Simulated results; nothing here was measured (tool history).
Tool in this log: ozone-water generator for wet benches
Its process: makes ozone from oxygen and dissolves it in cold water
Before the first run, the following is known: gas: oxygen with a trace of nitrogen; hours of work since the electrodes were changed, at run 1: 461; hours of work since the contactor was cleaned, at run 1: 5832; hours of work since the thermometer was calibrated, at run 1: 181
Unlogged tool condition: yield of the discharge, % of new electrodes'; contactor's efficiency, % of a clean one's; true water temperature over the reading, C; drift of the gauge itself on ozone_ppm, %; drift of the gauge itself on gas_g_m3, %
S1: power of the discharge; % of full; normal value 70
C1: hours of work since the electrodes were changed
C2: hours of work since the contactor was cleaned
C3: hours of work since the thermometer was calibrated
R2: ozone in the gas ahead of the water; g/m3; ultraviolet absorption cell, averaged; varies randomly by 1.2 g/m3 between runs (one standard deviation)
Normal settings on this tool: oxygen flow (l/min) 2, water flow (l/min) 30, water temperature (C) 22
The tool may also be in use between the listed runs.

Run 1, day 0: usual settings; C1 461; C2 5832; C3 181. Result: dissolved ozone (ppm) 7.7, R2 213 g/m3.
Run 2, day 3.529: usual settings; C1 512; C2 5883; C3 232. Result: dissolved ozone (ppm) 7.6, R2 212.6 g/m3.
Run 3, day 5.546: usual settings but water flow (l/min) 35; C1 542; C2 5912; C3 262. Result: dissolved ozone (ppm) 6.5, R2 212.9 g/m3.
Run 4, day 9.117: usual settings; C1 593; C2 5964; C3 314. Result: dissolved ozone (ppm) 7.8, R2 212.9 g/m3.
Run 5, day 11.721: usual settings but water temperature (C) 25; C1 631; C2 6002; C3 351. Result: dissolved ozone (ppm) 7.6, R2 212.6 g/m3.
Run 6, day 14.908: usual settings but water temperature (C) 25; C1 677; C2 6048; C3 398. Result: dissolved ozone (ppm) 7.4, R2 212.1 g/m3.
Run 7, day 16.367: usual settings but water temperature (C) 25; C1 699; C2 6069; C3 419. Result: dissolved ozone (ppm) 7.6, R2 213.7 g/m3.
Run 8, day 18.129: usual settings but water temperature (C) 25; C1 724; C2 6095; C3 444. Result: dissolved ozone (ppm) 7.6, R2 212.4 g/m3.
Run 9, day 20.012: usual settings but water temperature (C) 25; C1 752; C2 6122; C3 472. Result: dissolved ozone (ppm) 7.4, R2 213.2 g/m3.
Run 10, day 22.35: usual settings but water flow (l/min) 26; C1 785; C2 6156; C3 506. Result: dissolved ozone (ppm) 9.2, R2 214 g/m3.
Run 11, day 25.179: usual settings but water flow (l/min) 26; C1 827; C2 6197; C3 547. Result: dissolved ozone (ppm) 9.2, R2 215.2 g/m3.
Run 12, day 27.196: usual settings but water flow (l/min) 26; C1 856; C2 6226; C3 576. Result: dissolved ozone (ppm) 9.2, R2 211.8 g/m3.
Run 13, day 30.042: usual settings but water flow (l/min) 26; C1 897; C2 6268; C3 617. Result: dissolved ozone (ppm) 8.9, R2 214.2 g/m3.
Run 14, day 32.825: usual settings but water flow (l/min) 39; C1 937; C2 6308; C3 658. Result: dissolved ozone (ppm) 5.7, R2 216.5 g/m3.
Run 15, day 36.129: usual settings but oxygen flow (l/min) 1.63, water flow (l/min) 39; C1 985; C2 6356; C3 705. Result: dissolved ozone (ppm) 5.2, R2 237.7 g/m3.
Run 16, day 38.017: usual settings; C1 1013; C2 6383; C3 733. Result: dissolved ozone (ppm) 7.8, R2 214.1 g/m3.
Run 17, day 40.917: usual settings; C1 1055; C2 6425; C3 775. Result: dissolved ozone (ppm) 7.8, R2 214.5 g/m3.
Run 18, day 43.608: usual settings; C1 1094; C2 6464; C3 814. Result: dissolved ozone (ppm) 7.8, R2 216.8 g/m3.
Run 19, day 46.983: usual settings but oxygen flow (l/min) 1; C1 1143; C2 6513; C3 863. Result: dissolved ozone (ppm) 6, R2 304.2 g/m3.
Run 20, day 49.438: usual settings but S1 88 % of full, oxygen flow (l/min) 1.81, water flow (l/min) 33, water temperature (C) 27; C1 1179; C2 6549; C3 899. Result: dissolved ozone (ppm) 7.5, R2 265.6 g/m3.
Run 21, day 52.354: usual settings but S1 88 % of full, oxygen flow (l/min) 1.81, water flow (l/min) 33, water temperature (C) 27; C1 1221; C2 6591; C3 941. Result: dissolved ozone (ppm) 7.5, R2 264.5 g/m3.
Run 22, day 55.929: usual settings but S1 88 % of full, oxygen flow (l/min) 1.18, water flow (l/min) 23; C1 1273; C2 6643; C3 993. Result: dissolved ozone (ppm) 10.2, R2 328.7 g/m3.
Run 23, day 59.25: usual settings but S1 46 % of full, oxygen flow (l/min) 2.68, water flow (l/min) 37, water temperature (C) 17; C1 1321; C2 6691; C3 1041. Result: dissolved ozone (ppm) 5.1, R2 139.5 g/m3.
Run 24, day 61.3: usual settings but S1 77 % of full, oxygen flow (l/min) 1.69, water flow (l/min) 28; C1 1351; C2 6721; C3 1071. Result: dissolved ozone (ppm) 8.5, R2 252.9 g/m3.
Run 25, day 63.212: usual settings but S1 77 % of full, oxygen flow (l/min) 1.69, water flow (l/min) 28; C1 1378; C2 6749; C3 1098. Result: dissolved ozone (ppm) 8.4, R2 249.8 g/m3.
Run 26, day 65.4: usual settings but S1 82 % of full, water flow (l/min) 32; C1 1410; C2 6781; C3 1130. Result: dissolved ozone (ppm) 7.9, R2 243.9 g/m3.
Run 27, day 67.688: usual settings but S1 74 % of full, oxygen flow (l/min) 1.28, water flow (l/min) 31, water temperature (C) 20; C1 1443; C2 6814; C3 1163. Result: dissolved ozone (ppm) 6.5, R2 282.8 g/m3.
Run 28, day 69.708: usual settings but S1 74 % of full, oxygen flow (l/min) 1.17, water flow (l/min) 31, water temperature (C) 24; C1 1473; C2 6843; C3 1193. Result: dissolved ozone (ppm) 6.4, R2 294.4 g/m3.
Run 29, day 72.638: usual settings but S1 74 % of full, oxygen flow (l/min) 1.17, water flow (l/min) 31, water temperature (C) 24; C1 1515; C2 6886; C3 1235. Result: dissolved ozone (ppm) 6.2, R2 297.3 g/m3.
Run 30, day 76.071: usual settings but S1 99 % of full, oxygen flow (l/min) 1.09, water flow (l/min) 33; C1 1565; C2 6935; C3 1285. Result: dissolved ozone (ppm) 7.2, R2 374.6 g/m3.
Run 31, day 78.321: usual settings but S1 88 % of full, oxygen flow (l/min) 2.43, water flow (l/min) 33; C1 1598; C2 6968; C3 1318. Result: dissolved ozone (ppm) 8.5, R2 232.9 g/m3.
At day 79.154: gauge calibrated.
Run 32, day 80.908: usual settings but S1 48 % of full, oxygen flow (l/min) 1.66, water temperature (C) 16; C1 1635; C2 7006; C3 1355. Result: dissolved ozone (ppm) 5.7, R2 179.5 g/m3.
Run 33, day 84.058: usual settings but S1 59 % of full, oxygen flow (l/min) 2.19; C1 1681; C2 7051; C3 1401. Result: dissolved ozone (ppm) 7, R2 179.9 g/m3.

Here are 4 independent what-if runs from the current tool condition. What would each one return?
Run A, day 86.808: usual settings but S1 59 % of full, oxygen flow (l/min) 2.19, water temperature (C) 14; C1 1721; C2 7091; C3 1441. Result: dissolved ozone (ppm) ?, R2 ?.
Run B, day 86.808: usual settings but oxygen flow (l/min) 1.88; C1 1721; C2 7091; C3 1441. Result: dissolved ozone (ppm) ?, R2 ?.
Run C, day 86.808: usual settings but water temperature (C) 23; C1 1721; C2 7091; C3 1441. Result: dissolved ozone (ppm) ?, R2 ?.
Run D, day 86.808: usual settings but S1 59 % of full, oxygen flow (l/min) 2.2, water flow (l/min) 31; C1 1721; C2 7091; C3 1441. Result: dissolved ozone (ppm) ?, R2 ?.

run  dissolved ozone (ppm)     R2
  A                    7.2  181.3
  B                    7.5  219.7
  C                    7.5  212.9
  D                    6.7  180.1
Had the tool no hidden state, the same runs would have come out as:
run  dissolved ozone (ppm)     R2
  A                    7.2  180.9
  B                    7.5  219.2
  C                    7.6  212.4
  D                    6.7  179.7
